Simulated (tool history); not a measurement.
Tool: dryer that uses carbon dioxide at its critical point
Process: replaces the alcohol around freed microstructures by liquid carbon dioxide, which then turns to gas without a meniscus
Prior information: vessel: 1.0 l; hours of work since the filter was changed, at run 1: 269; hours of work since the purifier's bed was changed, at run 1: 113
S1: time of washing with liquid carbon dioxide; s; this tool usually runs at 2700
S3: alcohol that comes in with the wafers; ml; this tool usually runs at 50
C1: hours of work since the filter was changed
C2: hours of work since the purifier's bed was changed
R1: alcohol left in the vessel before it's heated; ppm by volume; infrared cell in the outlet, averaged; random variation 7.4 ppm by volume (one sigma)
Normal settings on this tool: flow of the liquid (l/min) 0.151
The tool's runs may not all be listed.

run 1 hour=0 | S1=2700 flow_of_the_liquid_(l/min)=0.151 S3=50 | C1=269 C2=113 | R1=502
run 2 hour=9.5 | S1=2700 flow_of_the_liquid_(l/min)=0.151 S3=50 | C1=274 C2=118 | R1=510
run 3 hour=13.9 | S1=2700 flow_of_the_liquid_(l/min)=0.151 S3=50 | C1=277 C2=121 | R1=511
run 4 hour=20.8 | S1=2700 flow_of_the_liquid_(l/min)=0.151 S3=50 | C1=281 C2=125 | R1=505
run 5 hour=27.3 | S1=2700 flow_of_the_liquid_(l/min)=0.151 S3=50 | C1=284 C2=129 | R1=513
run 6 hour=34.4 | S1=2700 flow_of_the_liquid_(l/min)=0.151 S3=50 | C1=289 C2=133 | R1=519
run 7 hour=39.6 | S1=2700 flow_of_the_liquid_(l/min)=0.151 S3=50 | C1=292 C2=136 | R1=504
run 8 hour=46.9 | S1=2700 flow_of_the_liquid_(l/min)=0.151 S3=50 | C1=296 C2=140 | R1=514
run 9 hour=52 | S1=2700 flow_of_the_liquid_(l/min)=0.151 S3=50 | C1=299 C2=143 | R1=513
-- hour=57.4 inlet filter changed
run 10 hour=62.3 | S1=2700 flow_of_the_liquid_(l/min)=0.151 S3=50 | C1=3 C2=148 | R1=372
run 11 hour=67.7 | S1=2700 flow_of_the_liquid_(l/min)=0.151 S3=50 | C1=6 C2=152 | R1=402
run 12 hour=76.4 | S1=2700 flow_of_the_liquid_(l/min)=0.151 S3=50 | C1=11 C2=157 | R1=396
run 13 hour=80.9 | S1=2700 flow_of_the_liquid_(l/min)=0.151 S3=50 | C1=14 C2=159 | R1=394
run 14 hour=88.9 | S1=2700 flow_of_the_liquid_(l/min)=0.151 S3=50 | C1=18 C2=164 | R1=398
run 15 hour=97 | S1=2700 flow_of_the_liquid_(l/min)=0.151 S3=86 | C1=23 C2=169 | R1=657
run 16 hour=103.9 | S1=1740 flow_of_the_liquid_(l/min)=0.151 S3=50 | C1=27 C2=173 | R1=2135
run 17 hour=113 | S1=1740 flow_of_the_liquid_(l/min)=0.13 S3=50 | C1=32 C2=178 | R1=3367
run 18 hour=118.8 | S1=2700 flow_of_the_liquid_(l/min)=0.12 S3=32 | C1=36 C2=181 | R1=652
run 19 hour=129.3 | S1=2700 flow_of_the_liquid_(l/min)=0.152 S3=50 | C1=42 C2=187 | R1=393
run 20 hour=134.9 | S1=2700 flow_of_the_liquid_(l/min)=0.152 S3=45 | C1=45 C2=191 | R1=366
run 21 hour=140.6 | S1=2700 flow_of_the_liquid_(l/min)=0.151 S3=28 | C1=48 C2=194 | R1=241
run 22 hour=147.4 | S1=2220 flow_of_the_liquid_(l/min)=0.223 S3=69 | C1=52 C2=198 | R1=232
run 23 hour=154.2 | S1=4260 flow_of_the_liquid_(l/min)=0.151 S3=31 | C1=56 C2=202 | R1=38
run 24 hour=158.5 | S1=1680 flow_of_the_liquid_(l/min)=0.238 S3=40 | C1=59 C2=204 | R1=396
run 25 hour=163.4 | S1=1680 flow_of_the_liquid_(l/min)=0.238 S3=40 | C1=62 C2=207 | R1=383
run 26 hour=170.9 | S1=1680 flow_of_the_liquid_(l/min)=0.238 S3=40 | C1=66 C2=212 | R1=415
run 27 hour=175.9 | S1=4020 flow_of_the_liquid_(l/min)=0.16 S3=35 | C1=69 C2=215 | R1=57
run 28 hour=183.9 | S1=2580 flow_of_the_liquid_(l/min)=0.16 S3=35 | C1=74 C2=219 | R1=302
run 29 hour=191 | S1=2580 flow_of_the_liquid_(l/min)=0.16 S3=35 | C1=78 C2=223 | R1=304
run 30 hour=200.7 | S1=2940 flow_of_the_liquid_(l/min)=0.151 S3=82 | C1=83 C2=229 | R1=457
run 31 hour=207 | S1=2940 flow_of_the_liquid_(l/min)=0.151 S3=82 | C1=87 C2=233 | R1=466

5 options for the next run, each taken on its own from the tool as it stands now. Forecast them:
run A hour=214.6 | S1=3960 flow_of_the_liquid_(l/min)=0.151 S3=78 | C1=91 C2=237 | R1=?
run B hour=214.6 | S1=2280 flow_of_the_liquid_(l/min)=0.151 S3=82 | C1=91 C2=237 | R1=?
run C hour=214.6 | S1=2940 flow_of_the_liquid_(l/min)=0.172 S3=82 | C1=91 C2=237 | R1=?
run D hour=214.6 | S1=1680 flow_of_the_liquid_(l/min)=0.151 S3=50 | C1=91 C2=237 | R1=?
run E hour=214.6 | S1=2940 flow_of_the_liquid_(l/min)=0.218 S3=82 | C1=91 C2=237 | R1=?

run=A R1=100
run=B R1=1426
run=C R1=243
run=D R1=2522
run=E R1=84
With no hidden state in the tool, these same runs would have given:
run=A R1=59
run=B R1=1269
run=C R1=185
run=D R1=2324
run=E R1=46
